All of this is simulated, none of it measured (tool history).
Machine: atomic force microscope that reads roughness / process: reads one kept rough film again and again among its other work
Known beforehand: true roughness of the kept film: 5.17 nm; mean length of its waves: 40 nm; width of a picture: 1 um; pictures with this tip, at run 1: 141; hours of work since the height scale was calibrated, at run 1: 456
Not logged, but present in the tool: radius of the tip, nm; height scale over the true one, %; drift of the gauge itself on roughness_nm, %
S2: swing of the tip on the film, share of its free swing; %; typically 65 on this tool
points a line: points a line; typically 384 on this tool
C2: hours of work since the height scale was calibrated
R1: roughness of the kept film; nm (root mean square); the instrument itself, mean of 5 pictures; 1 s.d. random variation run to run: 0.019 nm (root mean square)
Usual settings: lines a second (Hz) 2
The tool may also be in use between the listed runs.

Run 1, hour 0: usual settings; pictures with this tip 141; C2 456. Result: R1 4.551 nm (root mean square).
Run 2, hour 21.6: usual settings; pictures with this tip 162; C2 469. Result: R1 4.579 nm (root mean square).
Run 3, hour 52.3: usual settings but S2 84 %; pictures with this tip 191; C2 488. Result: R1 4.272 nm (root mean square).
Run 4, hour 72.8: usual settings but lines a second (Hz) 0.55; pictures with this tip 211; C2 501. Result: R1 4.592 nm (root mean square).
Run 5, hour 98.1: usual settings but lines a second (Hz) 0.55; pictures with this tip 235; C2 516. Result: R1 4.568 nm (root mean square).
Run 6, hour 114.2: usual settings but lines a second (Hz) 1.17; pictures with this tip 251; C2 526. Result: R1 4.498 nm (root mean square).
Run 7, hour 135.2: usual settings but lines a second (Hz) 0.98; pictures with this tip 271; C2 539. Result: R1 4.497 nm (root mean square).
Run 8, hour 153.5: usual settings but lines a second (Hz) 0.98; pictures with this tip 289; C2 551. Result: R1 4.479 nm (root mean square).
Run 9, hour 169.5: usual settings but points a line 437; pictures with this tip 304; C2 561. Result: R1 4.446 nm (root mean square).
Run 10, hour 202.3: usual settings but points a line 404; pictures with this tip 336; C2 581. Result: R1 4.362 nm (root mean square).
At hour 233.9: new tip fitted.
Run 11, hour 233.9: usual settings but points a line 404; pictures with this tip 0; C2 600. Result: R1 4.65 nm (root mean square).
Run 12, hour 271.8: usual settings but points a line 404; pictures with this tip 37; C2 624. Result: R1 4.629 nm (root mean square).
Run 13, hour 306.8: usual settings but lines a second (Hz) 3.66, points a line 873; pictures with this tip 70; C2 645. Result: R1 4.486 nm (root mean square).
Run 14, hour 336: usual settings but lines a second (Hz) 1.49, points a line 975; pictures with this tip 98; C2 664. Result: R1 4.596 nm (root mean square).
Run 15, hour 358.4: usual settings but lines a second (Hz) 1.49, points a line 975; pictures with this tip 120; C2 677. Result: R1 4.609 nm (root mean square).
Run 16, hour 380.3: usual settings but lines a second (Hz) 1.49, points a line 975; pictures with this tip 141; C2 691. Result: R1 4.538 nm (root mean square).
Run 17, hour 410.3: usual settings but lines a second (Hz) 2.34; pictures with this tip 170; C2 710. Result: R1 4.46 nm (root mean square).
Run 18, hour 434.4: usual settings but lines a second (Hz) 2.34; pictures with this tip 193; C2 725. Result: R1 4.442 nm (root mean square).

Entry by entry between the runs, the difference in hidden state between the last listed run before and the first listed run after:
Logged between run 10 and run 11: new tip fitted (hour 233.9)
  radius of the tip, nm: 10.8 -> 5.4; height scale over the true one, %: -0.4 -> -0.41
  measured value less the no-hidden-state value, R1: -0.324 -> -0.04 nm (root mean square)
